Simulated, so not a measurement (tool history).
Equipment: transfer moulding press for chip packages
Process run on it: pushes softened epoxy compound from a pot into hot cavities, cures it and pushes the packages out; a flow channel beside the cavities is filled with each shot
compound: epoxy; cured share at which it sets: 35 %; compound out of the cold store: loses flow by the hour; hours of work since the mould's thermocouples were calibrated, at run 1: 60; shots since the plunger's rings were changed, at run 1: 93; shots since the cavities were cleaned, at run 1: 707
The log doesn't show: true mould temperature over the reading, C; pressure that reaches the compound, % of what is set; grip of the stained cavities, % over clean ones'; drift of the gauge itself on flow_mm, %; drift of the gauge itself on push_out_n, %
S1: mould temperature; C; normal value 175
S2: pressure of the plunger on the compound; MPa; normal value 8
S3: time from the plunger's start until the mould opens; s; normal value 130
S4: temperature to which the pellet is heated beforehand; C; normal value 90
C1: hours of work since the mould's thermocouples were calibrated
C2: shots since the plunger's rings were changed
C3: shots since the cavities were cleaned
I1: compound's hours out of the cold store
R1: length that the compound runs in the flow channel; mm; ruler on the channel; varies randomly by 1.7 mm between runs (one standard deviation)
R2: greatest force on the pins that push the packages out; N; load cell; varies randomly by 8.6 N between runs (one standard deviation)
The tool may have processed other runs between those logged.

run,hour,S1,S2,S3,S4,C1,C2,C3,I1,R1,R2
1,0,175,8,130,90,60,93,707,9.1,1062,612
# hour 23: cavities cleaned with cleaning compound and waxed
2,35.4,175,8,130,88,74,314,80,34.5,936,411
3,103,175,8,130,81,104,758,524,34.1,932,591
4,140.2,175,8,130,81,120,1001,767,27.3,963,609
# hour 156: cavities cleaned with cleaning compound and waxed
5,205.8,175,8,130,81,147,1421,326,10.3,1039,508
# hour 284.8: cavities cleaned with cleaning compound and waxed
6,286.4,175,8,134,90,181,1940,11,12.6,1017,366
7,332.3,175,8,134,89,201,2240,311,25.6,954,505
8,403.5,175,8,134,89,232,2706,777,33.4,909,602
# hour 417.9: plunger's sealing rings changed
# hour 419.4: cavities cleaned with cleaning compound and waxed
9,452.1,175,8,134,86,251,214,214,33.3,938,431
10,489.1,175,8,130,80,267,456,456,23.3,981,545
11,543.3,175,8,130,80,290,811,811,26.7,962,616
# hour 550.6: cavities cleaned with cleaning compound and waxed
12,592.6,182,7.55,130,88,311,1124,275,46.4,822,433
13,643.7,169,6.61,160,98,333,1459,610,13.8,948,593
# hour 679.6: cavities cleaned with cleaning compound and waxed
14,717.9,169,6.61,160,98,364,1936,251,37.6,841,453
15,793.4,175,7.59,130,96,397,2430,745,9.4,998,650
# hour 810.2: cavities cleaned with cleaning compound and waxed
# hour 852.2: plunger's sealing rings changed
16,877,171,8.72,130,96,431,163,422,34,994,601
17,916.1,167,6.44,157,99,448,419,678,44.1,827,629
# hour 942.7: cavities cleaned with cleaning compound and waxed
18,992,167,6.44,157,99,480,906,322,36.4,856,545
# hour 1000.3: mould's thermocouples calibrated
19,1028,167,6.44,157,99,12,1129,545,18.6,937,646
# hour 1071.7: cavities cleaned with cleaning compound and waxed
20,1071.7,167,6.44,157,99,30,1406,0,11.2,968,457
21,1113.2,175,8,118,82,48,1677,271,37.9,905,537
22,1174.3,181,8,163,82,74,2078,672,41.6,867,522

Branching from run 22: 4 alternative next runs. What would each branch give?
# hour 1200.6: cavities cleaned with cleaning compound and waxed
A,1217.4,181,8,145,87,92,2351,110,37.3,?,?
# hour 1200.6: cavities cleaned with cleaning compound and waxed
B,1217.4,175,9.92,119,96,92,2351,110,21.2,?,?
# hour 1200.6: cavities cleaned with cleaning compound and waxed
C,1217.4,175,8,130,83,92,2351,110,19.7,?,?
# hour 1200.6: cavities cleaned with cleaning compound and waxed
D,1217.4,181,8,163,82,92,2351,110,36.4,?,?

run,R1,R2
A,883,372
B,1085,488
C,983,441
D,884,364
Stripped of hidden state, with their random variation kept, the same runs would have yielded:
run,R1,R2
A,908,314
B,1116,406
C,1011,369
D,909,308
